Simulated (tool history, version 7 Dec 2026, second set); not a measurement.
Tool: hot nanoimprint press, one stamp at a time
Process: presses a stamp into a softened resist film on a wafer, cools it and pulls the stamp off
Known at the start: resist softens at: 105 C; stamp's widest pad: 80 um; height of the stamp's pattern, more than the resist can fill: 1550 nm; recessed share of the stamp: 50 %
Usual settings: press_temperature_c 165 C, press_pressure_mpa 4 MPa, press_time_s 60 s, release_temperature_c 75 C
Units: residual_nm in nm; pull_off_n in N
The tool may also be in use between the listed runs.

run	hour	press_temperature_c	press_pressure_mpa	press_time_s	release_temperature_c	residual_nm	pull_off_n
1	0	165	4	60	75	365.9	192
2	32.6	165	4	60	75	367.7	195
# hour 58.5: plate thermocouple calibrated
3	75.5	165	4	60	75	353.7	204
4	109.9	165	4	60	75	355.7	198
5	151.5	165	2.55	60	75	419.7	209
6	177.7	165	2.55	60	75	418	215
7	216.1	165	2.55	51	75	441.8	218
# hour 253.7: stamp cleaned and given a new release coat
8	263.4	165	3.41	60	75	380.5	182
9	302.2	165	3.41	60	77	381.9	179
10	321.3	165	3.41	60	77	384	180
11	354	155	4	38	75	549	197
12	372	165	4.02	60	69	361.4	226
13	411.6	165	4.8	69	75	319.5	214
14	444.4	165	4.8	69	75	322.4	210
15	462.9	165	4.8	112	75	266.4	210
16	504.7	155	4	109	68	423.2	260
17	526.8	155	4	109	68	425.5	254
# hour 562.3: stamp cleaned and given a new release coat
18	575.2	155	4	109	68	426.5	218
# hour 596.6: press's hydraulic seals changed and the load cell set to zero
19	621.3	175	4.47	109	68	181.9	222

3 ways to go on from here, each from the tool as it stands after run 19. What would each give?
A	655.3	165	3.6	109	68	?	?
B	655.3	170	4.05	109	68	?	?
C	655.3	166	4	101	81	?	?

run	residual_nm	pull_off_n
A	301	232
B	233.6	228
C	284.3	169
Without the tool's hidden state the same runs would have given:
run	residual_nm	pull_off_n
A	291.7	214
B	226.2	211
C	275.4	155

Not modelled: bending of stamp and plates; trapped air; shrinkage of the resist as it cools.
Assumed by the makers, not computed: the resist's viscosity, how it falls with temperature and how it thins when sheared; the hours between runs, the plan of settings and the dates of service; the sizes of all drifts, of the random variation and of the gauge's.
